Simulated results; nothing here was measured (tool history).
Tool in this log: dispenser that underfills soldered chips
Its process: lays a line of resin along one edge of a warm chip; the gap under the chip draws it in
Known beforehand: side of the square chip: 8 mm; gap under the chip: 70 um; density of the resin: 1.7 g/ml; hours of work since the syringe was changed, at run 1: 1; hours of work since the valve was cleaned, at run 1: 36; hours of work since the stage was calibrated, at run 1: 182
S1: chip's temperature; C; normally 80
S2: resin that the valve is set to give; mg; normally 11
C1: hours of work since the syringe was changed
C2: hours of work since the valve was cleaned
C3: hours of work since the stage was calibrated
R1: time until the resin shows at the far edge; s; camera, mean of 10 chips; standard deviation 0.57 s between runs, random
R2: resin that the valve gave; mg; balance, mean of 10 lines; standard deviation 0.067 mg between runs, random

Run 1, hour 0: usual settings; C1 1; C2 36; C3 182. Result: R1 51.3 s, R2 10.42 mg.
Run 2, hour 7.3: usual settings; C1 6; C2 40; C3 187. Result: R1 72.7 s, R2 10.53 mg.
At hour 16.2: new syringe of resin.
Run 3, hour 16.3: usual settings; C1 0; C2 46; C3 193. Result: R1 46.3 s, R2 10.53 mg.
Run 4, hour 27.2: usual settings; C1 7; C2 53; C3 200. Result: R1 77.9 s, R2 10.46 mg.
Run 5, hour 32.2: usual settings; C1 10; C2 56; C3 203. Result: R1 97.9 s, R2 10.47 mg.
At hour 34.1: new syringe of resin.
Run 6, hour 38.6: usual settings; C1 3; C2 60; C3 207. Result: R1 56 s, R2 10.27 mg.
Run 7, hour 45.5: usual settings; C1 7; C2 65; C3 211. Result: R1 79.5 s, R2 10.26 mg.
At hour 52.4: new syringe of resin.
Run 8, hour 53.6: usual settings; C1 1; C2 70; C3 216. Result: R1 49.7 s, R2 10.16 mg.
Run 9, hour 60.6: usual settings but S1 67 C; C1 5; C2 74; C3 221. Result: R1 117.4 s, R2 10.23 mg.
At hour 70.4: new syringe of resin.
Run 10, hour 71.5: usual settings but S1 67 C; C1 1; C2 81; C3 228. Result: R1 82.9 s, R2 10.13 mg.
Run 11, hour 77.6: usual settings but S1 67 C; C1 5; C2 85; C3 232. Result: R1 110.8 s, R2 10 mg.
Run 12, hour 82.3: usual settings but S1 67 C; C1 8; C2 88; C3 235. Result: R1 140.6 s, R2 10.03 mg.
At hour 89: new syringe of resin.
Run 13, hour 92.7: usual settings but S1 67 C; C1 2; C2 95; C3 241. Result: R1 95.1 s, R2 9.96 mg.
Run 14, hour 100.6: usual settings but S1 67 C; C1 7; C2 100; C3 246. Result: R1 142.6 s, R2 9.97 mg.
At hour 107: new syringe of resin.
Run 15, hour 108.9: usual settings but S1 67 C; C1 1; C2 105; C3 252. Result: R1 87.3 s, R2 9.93 mg.
Run 16, hour 115.8: usual settings but S1 67 C; C1 6; C2 109; C3 256. Result: R1 121.3 s, R2 9.72 mg.
At hour 125.1: new syringe of resin.
Run 17, hour 126.8: usual settings but S1 67 C; C1 1; C2 116; C3 263. Result: R1 85.4 s, R2 9.63 mg.
Run 18, hour 136.1: usual settings but S1 67 C; C1 7; C2 122; C3 269. Result: R1 134.4 s, R2 9.75 mg.
At hour 143.6: new syringe of resin.
Run 19, hour 145.6: usual settings but S1 88 C; C1 1; C2 128; C3 275. Result: R1 36.8 s, R2 9.66 mg.
Run 20, hour 153.4: usual settings but S1 79 C, S2 11.8 mg; C1 6; C2 133; C3 280. Result: R1 73.6 s, R2 10.3 mg.
At hour 162: new syringe of resin.
Run 21, hour 162: usual settings but S1 65 C, S2 13 mg; C1 0; C2 139; C3 285. Result: R1 83.7 s, R2 11.31 mg.
Run 22, hour 168.7: usual settings but S2 12.5 mg; C1 4; C2 143; C3 290. Result: R1 61.8 s, R2 10.74 mg.
Run 23, hour 177.7: usual settings but S2 12.5 mg; C1 10; C2 149; C3 295. Result: R1 94.9 s, R2 10.64 mg.
At hour 179.3: dispensing valve cleaned and set on the balance.
At hour 181: new syringe of resin.
Run 24, hour 185.6: usual settings but S1 89 C, S2 11.6 mg; C1 3; C2 4; C3 300. Result: R1 37.2 s, R2 11.58 mg.
Run 25, hour 191.5: usual settings but S1 89 C, S2 11.6 mg; C1 7; C2 8; C3 304. Result: R1 51.2 s, R2 11.52 mg.
Run 26, hour 196.1: usual settings but S1 89 C, S2 11.6 mg; C1 10; C2 11; C3 307. Result: R1 62.8 s, R2 11.58 mg.
At hour 199: new syringe of resin.
Run 27, hour 206.8: usual settings but S1 85 C, S2 12.5 mg; C1 5; C2 17; C3 313. Result: R1 52.1 s, R2 12.2 mg.
Run 28, hour 211.9: usual settings but S1 74 C, S2 12 mg; C1 8; C2 21; C3 317. Result: R1 103.8 s, R2 11.78 mg.
At hour 217.4: new syringe of resin.
Run 29, hour 222.2: usual settings but S1 93 C, S2 9.3 mg; C1 3; C2 27; C3 323. Result: R1 35.4 s, R2 9.13 mg.
Run 30, hour 230.4: usual settings but S1 94 C, S2 9.9 mg; C1 8; C2 32; C3 328. Result: R1 50.5 s, R2 9.73 mg.
At hour 235.9: new syringe of resin.
Run 31, hour 240.1: usual settings but S1 69 C, S2 13.4 mg; C1 3; C2 39; C3 334. Result: R1 82.8 s, R2 13.06 mg.
Run 32, hour 246.9: usual settings but S2 11.5 mg; C1 7; C2 43; C3 339. Result: R1 75.7 s, R2 11.01 mg.
Run 33, hour 252.9: usual settings but S2 11.5 mg; C1 11; C2 47; C3 343. Result: R1 100.5 s, R2 10.92 mg.
At hour 254: new syringe of resin.
Run 34, hour 260.8: usual settings but S1 74 C, S2 11.7 mg; C1 4; C2 52; C3 348. Result: R1 77.8 s, R2 11.12 mg.
Run 35, hour 267.2: usual settings but S1 74 C, S2 11.7 mg; C1 9; C2 56; C3 352. Result: R1 107.3 s, R2 11.04 mg.
At hour 272.6: new syringe of resin.
Run 36, hour 275.7: usual settings but S1 93 C, S2 13.6 mg; C1 2; C2 61; C3 357. Result: R1 29.8 s, R2 12.83 mg.
Run 37, hour 284: usual settings but S2 10.9 mg; C1 7; C2 67; C3 362. Result: R1 77.2 s, R2 10.22 mg.

Consider 3 possible next runs. They are alternatives, not a sequence: every one starts from the tool as it was left by run 37. What does each give?
At hour 290.8: new syringe of resin.
Run A, hour 294.4: usual settings but S2 13.3 mg; C1 2; C2 73; C3 369. Result: R1 ?, R2 ?.
At hour 290.8: new syringe of resin.
Run B, hour 294.4: usual settings but S2 10.4 mg; C1 2; C2 73; C3 369. Result: R1 ?, R2 ?.
At hour 290.8: new syringe of resin.
Run C, hour 294.4: usual settings but S1 74 C, S2 10.8 mg; C1 2; C2 73; C3 369. Result: R1 ?, R2 ?.

run    R1     R2
  A  50.6  12.37
  B  52.5   9.77
  C  67.6  10.05
Had the tool no hidden state, the same runs would have come out as:
run    R1     R2
  A  47.3   13.3
  B  48.3  10.48
  C  62.6  10.79
